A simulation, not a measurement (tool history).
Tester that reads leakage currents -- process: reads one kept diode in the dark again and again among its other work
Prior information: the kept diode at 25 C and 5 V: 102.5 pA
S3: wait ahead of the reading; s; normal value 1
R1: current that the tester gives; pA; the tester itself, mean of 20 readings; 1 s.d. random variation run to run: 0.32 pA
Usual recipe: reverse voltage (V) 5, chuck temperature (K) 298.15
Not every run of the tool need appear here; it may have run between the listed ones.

run 1 hour=0 | reverse_voltage_(V)=5 chuck_temperature_(K)=298.15 S3=1 | R1=99.44
run 2 hour=121.2 | reverse_voltage_(V)=5 chuck_temperature_(K)=298.15 S3=1 | R1=99.19
run 3 hour=287.2 | reverse_voltage_(V)=5 chuck_temperature_(K)=298.15 S3=1 | R1=100
run 4 hour=525.6 | reverse_voltage_(V)=5 chuck_temperature_(K)=296.15 S3=1 | R1=84.12
-- hour=786.1 chuck's temperature calibrated
run 5 hour=811 | reverse_voltage_(V)=5 chuck_temperature_(K)=298.15 S3=1 | R1=95.97
run 6 hour=987.6 | reverse_voltage_(V)=5 chuck_temperature_(K)=312.15 S3=1 | R1=305.42
run 7 hour=1125.9 | reverse_voltage_(V)=5 chuck_temperature_(K)=304.15 S3=1 | R1=159.94
-- hour=1198.8 chuck's temperature calibrated, once more
run 8 hour=1256 | reverse_voltage_(V)=5 chuck_temperature_(K)=298.15 S3=0.68 | R1=109.01
run 9 hour=1416.2 | reverse_voltage_(V)=5 chuck_temperature_(K)=298.15 S3=0.68 | R1=109.36
-- hour=1444.1 probe card cleaned and baked
run 10 hour=1533.9 | reverse_voltage_(V)=5 chuck_temperature_(K)=298.15 S3=0.68 | R1=104.29
run 11 hour=1699.3 | reverse_voltage_(V)=5 chuck_temperature_(K)=298.15 S3=0.68 | R1=104.49
run 12 hour=1905 | reverse_voltage_(V)=5 chuck_temperature_(K)=298.15 S3=0.68 | R1=104.97
run 13 hour=2064.5 | reverse_voltage_(V)=15.65 chuck_temperature_(K)=298.15 S3=4.5 | R1=192.59
run 14 hour=2305.7 | reverse_voltage_(V)=15 chuck_temperature_(K)=329.15 S3=1 | R1=2163.3
run 15 hour=2551.2 | reverse_voltage_(V)=5 chuck_temperature_(K)=303.15 S3=6.94 | R1=156.25
run 16 hour=2756.7 | reverse_voltage_(V)=5 chuck_temperature_(K)=303.15 S3=6.94 | R1=156.43
-- hour=2869.5 probe card cleaned and baked
run 17 hour=3027.9 | reverse_voltage_(V)=3.44 chuck_temperature_(K)=298.15 S3=4.23 | R1=79.38
run 18 hour=3149.5 | reverse_voltage_(V)=2.38 chuck_temperature_(K)=302.15 S3=4.23 | R1=92.55
run 19 hour=3311.5 | reverse_voltage_(V)=3.07 chuck_temperature_(K)=295.15 S3=4.23 | R1=57.71
-- hour=3474 chuck's temperature calibrated
run 20 hour=3482.6 | reverse_voltage_(V)=3.07 chuck_temperature_(K)=295.15 S3=4.23 | R1=61.03
run 21 hour=3646.7 | reverse_voltage_(V)=3.07 chuck_temperature_(K)=298.15 S3=0.45 | R1=81.95
run 22 hour=3913 | reverse_voltage_(V)=2.2 chuck_temperature_(K)=315.15 S3=0.45 | R1=268.47

What if the next run were any one of these 4? Each begins from the tool's condition after run 22:
run A hour=4118.5 | reverse_voltage_(V)=11.05 chuck_temperature_(K)=305.15 S3=0.51 | R1=?
run B hour=4118.5 | reverse_voltage_(V)=2.48 chuck_temperature_(K)=312.15 S3=1 | R1=?
run C hour=4118.5 | reverse_voltage_(V)=1.07 chuck_temperature_(K)=306.15 S3=0.45 | R1=?
run D hour=4118.5 | reverse_voltage_(V)=2.2 chuck_temperature_(K)=333.15 S3=0.37 | R1=?

run=A R1=295.61
run=B R1=224.57
run=C R1=87.41
run=D R1=1024.1
With the hidden condition removed and each run's random variation left untouched, the same runs would have given:
run=A R1=295.49
run=B R1=229.38
run=C R1=89.24
run=D R1=1051.78
